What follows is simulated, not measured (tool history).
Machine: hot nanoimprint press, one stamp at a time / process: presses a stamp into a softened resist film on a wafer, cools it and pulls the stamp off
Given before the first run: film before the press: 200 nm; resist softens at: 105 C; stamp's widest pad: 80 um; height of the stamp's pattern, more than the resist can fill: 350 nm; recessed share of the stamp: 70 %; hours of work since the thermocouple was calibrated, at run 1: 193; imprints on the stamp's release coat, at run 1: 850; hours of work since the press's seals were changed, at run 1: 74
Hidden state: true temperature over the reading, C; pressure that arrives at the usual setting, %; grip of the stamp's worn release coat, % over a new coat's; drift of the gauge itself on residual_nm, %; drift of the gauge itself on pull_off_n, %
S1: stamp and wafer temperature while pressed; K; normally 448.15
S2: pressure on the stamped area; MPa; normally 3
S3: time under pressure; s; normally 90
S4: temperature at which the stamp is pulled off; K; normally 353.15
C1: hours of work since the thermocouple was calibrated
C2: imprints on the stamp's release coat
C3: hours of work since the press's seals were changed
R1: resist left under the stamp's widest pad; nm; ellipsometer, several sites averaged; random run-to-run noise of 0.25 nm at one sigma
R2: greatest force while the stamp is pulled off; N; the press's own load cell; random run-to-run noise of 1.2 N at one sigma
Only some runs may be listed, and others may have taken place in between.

Run 1, hour 0: usual settings; C1 193; C2 850; C3 74. Result: R1 76.7 nm, R2 152 N.
Run 2, hour 23.8: usual settings but S3 108 s; C1 211; C2 967; C3 92. Result: R1 71 nm, R2 152 N.
Run 3, hour 64.3: usual settings but S3 108 s; C1 242; C2 1165; C3 122. Result: R1 70.9 nm, R2 153 N.
Run 4, hour 108.4: usual settings but S1 445.15 K; C1 275; C2 1382; C3 156. Result: R1 88.2 nm, R2 158 N.
Run 5, hour 151.8: usual settings but S1 445.15 K; C1 308; C2 1594; C3 189. Result: R1 88 nm, R2 158 N.
At hour 161.4: stamp cleaned and given a new release coat.
Run 6, hour 180.4: usual settings; C1 325; C2 93; C3 206. Result: R1 75.6 nm, R2 136 N.
Run 7, hour 224.2: usual settings; C1 358; C2 308; C3 239. Result: R1 75.5 nm, R2 139 N.
Run 8, hour 269.7: usual settings; C1 393; C2 531; C3 274. Result: R1 74.9 nm, R2 144 N.
Run 9, hour 294.4: usual settings; C1 412; C2 652; C3 292. Result: R1 75 nm, R2 146 N.
Run 10, hour 316.7: usual settings; C1 428; C2 762; C3 309. Result: R1 74.3 nm, R2 146 N.
Run 11, hour 363.9: usual settings; C1 464; C2 993; C3 345. Result: R1 73.9 nm, R2 151 N.
At hour 387.5: plate thermocouple calibrated.
Run 12, hour 417.7: usual settings but S1 443.15 K; C1 23; C2 1242; C3 383. Result: R1 101.2 nm, R2 160 N.
Run 13, hour 454.4: usual settings; C1 51; C2 1422; C3 411. Result: R1 78.9 nm, R2 159 N.
At hour 499.8: stamp cleaned and given a new release coat.
Run 14, hour 505.1: usual settings but S2 2.87 MPa; C1 85; C2 26; C3 445. Result: R1 80.4 nm, R2 136 N.
Run 15, hour 535: usual settings; C1 107; C2 173; C3 468. Result: R1 78 nm, R2 139 N.
Run 16, hour 567.6: usual settings but S3 95 s; C1 132; C2 333; C3 492. Result: R1 76.1 nm, R2 140 N.

Predict the results of run 17:
Run 17, hour 605: usual settings but S1 455.15 K, S3 95 s, S4 344.15 K; C1 160; C2 517; C3 521. Result: R1 ?, R2 ?.

R1: 53.8 nm
R2: 162 N
With no hidden state in the tool, this same run would have given R1 54.8 nm, R2 154 N.
